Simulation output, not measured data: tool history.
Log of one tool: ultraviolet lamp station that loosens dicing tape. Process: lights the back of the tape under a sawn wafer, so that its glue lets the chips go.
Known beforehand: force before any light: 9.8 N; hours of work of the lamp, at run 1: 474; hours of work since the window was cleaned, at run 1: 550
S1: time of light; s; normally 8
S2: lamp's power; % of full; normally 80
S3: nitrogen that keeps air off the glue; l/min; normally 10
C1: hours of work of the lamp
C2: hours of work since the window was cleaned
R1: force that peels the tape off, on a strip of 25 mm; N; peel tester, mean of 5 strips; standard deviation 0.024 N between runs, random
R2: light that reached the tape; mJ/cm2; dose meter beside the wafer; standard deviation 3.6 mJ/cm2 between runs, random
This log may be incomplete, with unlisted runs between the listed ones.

{"run": 1, "hour": 0.0, "S1": 8, "S2": 80, "S3": 10, "C1": 474, "C2": 550, "R1": 1.16, "R2": 588}
{"run": 2, "hour": 42.7, "S1": 8, "S2": 80, "S3": 10, "C1": 493, "C2": 569, "R1": 1.172, "R2": 580}
{"run": 3, "hour": 85.6, "S1": 8, "S2": 80, "S3": 10, "C1": 512, "C2": 588, "R1": 1.162, "R2": 587}
{"hour": 129.4, "done": "window cleaned of glue's vapour"}
{"run": 4, "hour": 142.4, "S1": 6, "S2": 80, "S3": 10, "C1": 537, "C2": 6, "R1": 1.926, "R2": 438}
{"run": 5, "hour": 202.2, "S1": 6, "S2": 80, "S3": 10, "C1": 563, "C2": 32, "R1": 1.921, "R2": 442}
{"run": 6, "hour": 247.6, "S1": 6, "S2": 80, "S3": 10, "C1": 583, "C2": 52, "R1": 1.968, "R2": 444}
{"run": 7, "hour": 308.6, "S1": 8, "S2": 80, "S3": 15, "C1": 610, "C2": 79, "R1": 0.849, "R2": 580}
{"run": 8, "hour": 356.5, "S1": 8, "S2": 80, "S3": 15, "C1": 631, "C2": 100, "R1": 0.834, "R2": 586}
{"run": 9, "hour": 407.6, "S1": 8, "S2": 80, "S3": 15, "C1": 654, "C2": 123, "R1": 0.837, "R2": 590}
{"run": 10, "hour": 442.4, "S1": 8, "S2": 80, "S3": 15, "C1": 669, "C2": 138, "R1": 0.826, "R2": 583}
{"run": 11, "hour": 502.9, "S1": 8, "S2": 80, "S3": 7, "C1": 696, "C2": 165, "R1": 1.53, "R2": 597}
{"run": 12, "hour": 541.5, "S1": 8, "S2": 80, "S3": 7, "C1": 713, "C2": 182, "R1": 1.523, "R2": 589}
{"run": 13, "hour": 591.6, "S1": 8, "S2": 80, "S3": 7, "C1": 735, "C2": 204, "R1": 1.511, "R2": 592}
{"run": 14, "hour": 622.9, "S1": 8, "S2": 80, "S3": 7, "C1": 749, "C2": 217, "R1": 1.521, "R2": 587}
{"run": 15, "hour": 685.0, "S1": 8, "S2": 80, "S3": 7, "C1": 776, "C2": 245, "R1": 1.532, "R2": 588}
{"run": 16, "hour": 745.2, "S1": 8, "S2": 80, "S3": 7, "C1": 802, "C2": 271, "R1": 1.501, "R2": 587}
{"run": 17, "hour": 780.5, "S1": 8, "S2": 80, "S3": 7, "C1": 818, "C2": 287, "R1": 1.527, "R2": 590}
{"run": 18, "hour": 817.1, "S1": 8, "S2": 80, "S3": 7, "C1": 834, "C2": 303, "R1": 1.484, "R2": 583}
{"run": 19, "hour": 861.8, "S1": 8, "S2": 80, "S3": 8, "C1": 854, "C2": 323, "R1": 1.401, "R2": 590}
{"run": 20, "hour": 896.6, "S1": 8, "S2": 80, "S3": 8, "C1": 869, "C2": 338, "R1": 1.371, "R2": 584}
{"run": 21, "hour": 956.6, "S1": 4, "S2": 68, "S3": 5, "C1": 896, "C2": 364, "R1": 4.848, "R2": 252}
{"run": 22, "hour": 992.7, "S1": 4, "S2": 68, "S3": 5, "C1": 912, "C2": 380, "R1": 4.874, "R2": 253}
{"run": 23, "hour": 1033.5, "S1": 4, "S2": 84, "S3": 8, "C1": 930, "C2": 398, "R1": 3.345, "R2": 307}
{"run": 24, "hour": 1097.4, "S1": 5, "S2": 77, "S3": 4, "C1": 958, "C2": 426, "R1": 3.829, "R2": 354}
{"run": 25, "hour": 1158.9, "S1": 13, "S2": 78, "S3": 10, "C1": 985, "C2": 454, "R1": 0.435, "R2": 928}
{"run": 26, "hour": 1203.8, "S1": 13, "S2": 78, "S3": 10, "C1": 1005, "C2": 473, "R1": 0.419, "R2": 928}
{"run": 27, "hour": 1267.4, "S1": 4, "S2": 88, "S3": 10, "C1": 1033, "C2": 501, "R1": 2.892, "R2": 318}
{"run": 28, "hour": 1310.1, "S1": 4, "S2": 88, "S3": 10, "C1": 1051, "C2": 520, "R1": 2.833, "R2": 321}
{"run": 29, "hour": 1338.4, "S1": 4, "S2": 66, "S3": 16, "C1": 1064, "C2": 533, "R1": 3.279, "R2": 239}
{"run": 30, "hour": 1388.9, "S1": 4, "S2": 66, "S3": 16, "C1": 1086, "C2": 555, "R1": 3.301, "R2": 239}
{"run": 31, "hour": 1445.7, "S1": 4, "S2": 66, "S3": 16, "C1": 1111, "C2": 580, "R1": 3.304, "R2": 243}
{"run": 32, "hour": 1475.2, "S1": 7, "S2": 66, "S3": 5, "C1": 1124, "C2": 593, "R1": 3.032, "R2": 423}
{"hour": 1505.0, "done": "window cleaned of glue's vapour"}
{"run": 33, "hour": 1531.1, "S1": 7, "S2": 85, "S3": 4, "C1": 1149, "C2": 12, "R1": 2.454, "R2": 546}
{"run": 34, "hour": 1582.1, "S1": 7, "S2": 80, "S3": 4, "C1": 1171, "C2": 34, "R1": 2.572, "R2": 508}
{"run": 35, "hour": 1627.5, "S1": 10, "S2": 90, "S3": 10, "C1": 1191, "C2": 54, "R1": 0.565, "R2": 824}
{"run": 36, "hour": 1683.2, "S1": 5, "S2": 80, "S3": 4, "C1": 1216, "C2": 79, "R1": 3.81, "R2": 371}
{"run": 37, "hour": 1713.9, "S1": 5, "S2": 80, "S3": 4, "C1": 1229, "C2": 92, "R1": 3.813, "R2": 369}
{"run": 38, "hour": 1745.8, "S1": 5, "S2": 96, "S3": 9, "C1": 1243, "C2": 106, "R1": 2.036, "R2": 442}
{"run": 39, "hour": 1797.7, "S1": 10, "S2": 67, "S3": 13, "C1": 1266, "C2": 129, "R1": 0.868, "R2": 613}

Predict each of these 3 candidate next runs independently; none follows another, all start after run 39:
{"run": "A", "hour": 1850.6, "S1": 14, "S2": 87, "S3": 13, "C1": 1289, "C2": 152, "R1": "?", "R2": "?"}
{"run": "B", "hour": 1850.6, "S1": 13, "S2": 92, "S3": 13, "C1": 1289, "C2": 152, "R1": "?", "R2": "?"}
{"run": "C", "hour": 1850.6, "S1": 10, "S2": 67, "S3": 15, "C1": 1289, "C2": 152, "R1": "?", "R2": "?"}

run=A R1=0.25 R2=1118
run=B R1=0.273 R2=1103
run=C R1=0.812 R2=617
Without the tool's hidden state the same runs would have given:
run=A R1=0.249 R2=1121
run=B R1=0.272 R2=1106
run=C R1=0.808 R2=619
